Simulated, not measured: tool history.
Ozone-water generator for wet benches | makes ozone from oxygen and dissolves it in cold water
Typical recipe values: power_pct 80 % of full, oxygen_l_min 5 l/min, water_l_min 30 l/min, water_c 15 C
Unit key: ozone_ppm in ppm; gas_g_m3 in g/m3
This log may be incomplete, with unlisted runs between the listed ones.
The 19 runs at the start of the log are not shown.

| run | hour | power_pct | oxygen_l_min | water_l_min | water_c | ozone_ppm | gas_g_m3 |
|---|---|---|---|---|---|---|---|
| 20 | 641 | 80 | 5 | 30 | 11 | 31.5 | 300.2 |
| 21 | 669.8 | 80 | 8.91 | 30 | 20 | 29.6 | 223 |
| 22 | 694.8 | 80 | 8.91 | 30 | 20 | 29.5 | 223.5 |
|  | 722.7 | gauge calibrated |
| 23 | 728.9 | 80 | 3.59 | 21 | 10 | 39.4 | 366.4 |
| 24 | 767.5 | 46 | 3.43 | 47 | 13 | 11.4 | 234.4 |
| 25 | 789.8 | 46 | 3.43 | 47 | 13 | 11.6 | 232.5 |
| 26 | 833.4 | 61 | 5 | 24 | 15 | 28.3 | 243.5 |
| 27 | 876.4 | 89 | 5 | 24 | 8 | 41.9 | 334.7 |
| 28 | 899.9 | 76 | 5 | 24 | 8 | 36.8 | 293.6 |
| 29 | 933.1 | 80 | 3.76 | 30 | 7 | 29.9 | 351.6 |
| 30 | 977.7 | 80 | 3.76 | 30 | 7 | 30.3 | 356.1 |
| 31 | 997.4 | 94 | 5 | 30 | 15 | 34.4 | 347.2 |
| 32 | 1026.5 | 94 | 5 | 39 | 8 | 29 | 349 |

4 ways to go on from here, each from the tool as it stands after run 32. What would each give?
| A | 1054.7 | 94 | 8.83 | 39 | 8 | ? | ? |
| B | 1054.7 | 94 | 5 | 24 | 17 | ? | ? |
| C | 1054.7 | 80 | 7.27 | 26 | 8 | ? | ? |
| D | 1054.7 | 80 | 2.72 | 30 | 15 | ? | ? |

| run | ozone_ppm | gas_g_m3 |
|---|---|---|
| A | 32.5 | 259.6 |
| B | 39.8 | 351.4 |
| C | 37.9 | 249.8 |
| D | 26.1 | 418.4 |
What these runs would have given with no unlogged condition in the tool:
| run | ozone_ppm | gas_g_m3 |
|---|---|---|
| A | 32.5 | 262.9 |
| B | 39.8 | 356 |
| C | 37.9 | 253.1 |
| D | 26.1 | 423.8 |
